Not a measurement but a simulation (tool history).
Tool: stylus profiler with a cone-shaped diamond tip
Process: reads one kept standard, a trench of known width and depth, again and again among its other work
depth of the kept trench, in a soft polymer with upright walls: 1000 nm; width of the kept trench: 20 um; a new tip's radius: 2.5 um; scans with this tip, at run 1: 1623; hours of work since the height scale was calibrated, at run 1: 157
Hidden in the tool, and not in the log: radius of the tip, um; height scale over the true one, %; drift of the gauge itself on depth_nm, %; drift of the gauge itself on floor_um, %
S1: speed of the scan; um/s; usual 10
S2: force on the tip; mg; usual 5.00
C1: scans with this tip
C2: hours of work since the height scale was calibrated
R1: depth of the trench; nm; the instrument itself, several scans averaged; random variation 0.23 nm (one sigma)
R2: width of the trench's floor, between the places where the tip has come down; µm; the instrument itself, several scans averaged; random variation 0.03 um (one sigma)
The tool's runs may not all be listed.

Run 1, hour 0.0: usual settings; C1 1623; C2 157. Result: R1 1011.04 nm, R2 15.78 µm.
Run 2, hour 18.6: usual settings; C1 1754; C2 169. Result: R1 1010.91 nm, R2 15.79 µm.
Run 3, hour 32.8: usual settings; C1 1854; C2 179. Result: R1 1010.60 nm, R2 15.75 µm.
Run 4, hour 51.5: usual settings but S1 22 um/s; C1 1985; C2 191. Result: R1 1011.36 nm, R2 15.72 µm.
Run 5, hour 72.4: usual settings but S1 22 um/s; C1 2132; C2 206. Result: R1 1011.51 nm, R2 15.78 µm.
Run 6, hour 88.0: usual settings but S1 22 um/s, S2 1.82 mg; C1 2241; C2 216. Result: R1 1006.12 nm, R2 15.75 µm.
Run 7, hour 105.2: usual settings but S1 22 um/s, S2 1.82 mg; C1 2363; C2 228. Result: R1 1006.08 nm, R2 15.73 µm.
Run 8, hour 116.2: usual settings but S1 22 um/s, S2 1.82 mg; C1 2440; C2 235. Result: R1 1005.89 nm, R2 15.69 µm.
Run 9, hour 140.2: usual settings but S1 22 um/s, S2 1.82 mg; C1 2609; C2 252. Result: R1 1006.13 nm, R2 15.66 µm.
Run 10, hour 157.2: usual settings but S1 22 um/s, S2 1.82 mg; C1 2729; C2 263. Result: R1 1006.04 nm, R2 15.70 µm.
Run 11, hour 170.5: usual settings but S1 22 um/s, S2 1.82 mg; C1 2822; C2 272. Result: R1 1006.22 nm, R2 15.63 µm.
Run 12, hour 188.7: usual settings but S1 22 um/s, S2 1.82 mg; C1 2950; C2 285. Result: R1 1006.39 nm, R2 15.62 µm.
Run 13, hour 210.1: usual settings but S1 22 um/s, S2 1.82 mg; C1 3101; C2 299. Result: R1 1006.04 nm, R2 15.63 µm.
Run 14, hour 226.0: usual settings; C1 3213; C2 310. Result: R1 1011.37 nm, R2 15.71 µm.
At hour 227.7: height scale calibrated on a step standard.
Run 15, hour 240.4: usual settings; C1 3310; C2 9. Result: R1 1012.52 nm, R2 15.63 µm.
Run 16, hour 251.5: usual settings but S2 3.40 mg; C1 3388; C2 16. Result: R1 1009.51 nm, R2 15.67 µm.
Run 17, hour 273.8: usual settings but S1 2 um/s, S2 4.56 mg; C1 3545; C2 31. Result: R1 1011.96 nm, R2 15.61 µm.
At hour 276.6: height scale calibrated on a step standard, once more.
Run 18, hour 290.1: usual settings but S1 6 um/s, S2 1.86 mg; C1 3656; C2 9. Result: R1 1005.50 nm, R2 15.67 µm.
Run 19, hour 301.6: usual settings but S1 3 um/s, S2 5.28 mg; C1 3737; C2 17. Result: R1 1011.01 nm, R2 15.63 µm.
Run 20, hour 321.6: usual settings but S1 5 um/s, S2 2.57 mg; C1 3878; C2 31. Result: R1 1006.38 nm, R2 15.61 µm.
Run 21, hour 339.2: usual settings but S1 14 um/s, S2 2.57 mg; C1 4001; C2 42. Result: R1 1007.22 nm, R2 15.61 µm.
Run 22, hour 354.7: usual settings but S1 24 um/s, S2 3.89 mg; C1 4110; C2 53. Result: R1 1009.03 nm, R2 15.55 µm.
Run 23, hour 372.7: usual settings but S1 39 um/s, S2 9.51 mg; C1 4237; C2 65. Result: R1 1016.55 nm, R2 15.55 µm.
Run 24, hour 392.8: usual settings but S1 14 um/s, S2 6.95 mg; C1 4379; C2 79. Result: R1 1013.62 nm, R2 15.59 µm.
Run 25, hour 411.3: usual settings but S1 17 um/s, S2 3.35 mg; C1 4509; C2 91. Result: R1 1007.98 nm, R2 15.54 µm.
Run 26, hour 434.1: usual settings but S1 25 um/s, S2 11.59 mg; C1 4669; C2 107. Result: R1 1018.85 nm, R2 15.54 µm.
Run 27, hour 453.2: usual settings but S1 31 um/s, S2 3.71 mg; C1 4803; C2 120. Result: R1 1009.05 nm, R2 15.54 µm.

3 ways to go on from here, each from the tool as it stands after run 27. What would each give?
Run A, hour 472.0: usual settings but S1 31 um/s, S2 7.38 mg; C1 4935; C2 133. Result: R1 ?, R2 ?.
Run B, hour 472.0: usual settings but S1 4 um/s, S2 3.71 mg; C1 4935; C2 133. Result: R1 ?, R2 ?.
Run C, hour 472.0: usual settings but S1 29 um/s, S2 3.71 mg; C1 4935; C2 133. Result: R1 ?, R2 ?.

run       R1     R2
  A  1014.21  15.54
  B  1008.81  15.51
  C  1009.06  15.54
Without the tool's hidden state the same runs would have given:
run       R1     R2
  A  1013.98  15.97
  B  1008.58  15.95
  C  1008.83  15.98

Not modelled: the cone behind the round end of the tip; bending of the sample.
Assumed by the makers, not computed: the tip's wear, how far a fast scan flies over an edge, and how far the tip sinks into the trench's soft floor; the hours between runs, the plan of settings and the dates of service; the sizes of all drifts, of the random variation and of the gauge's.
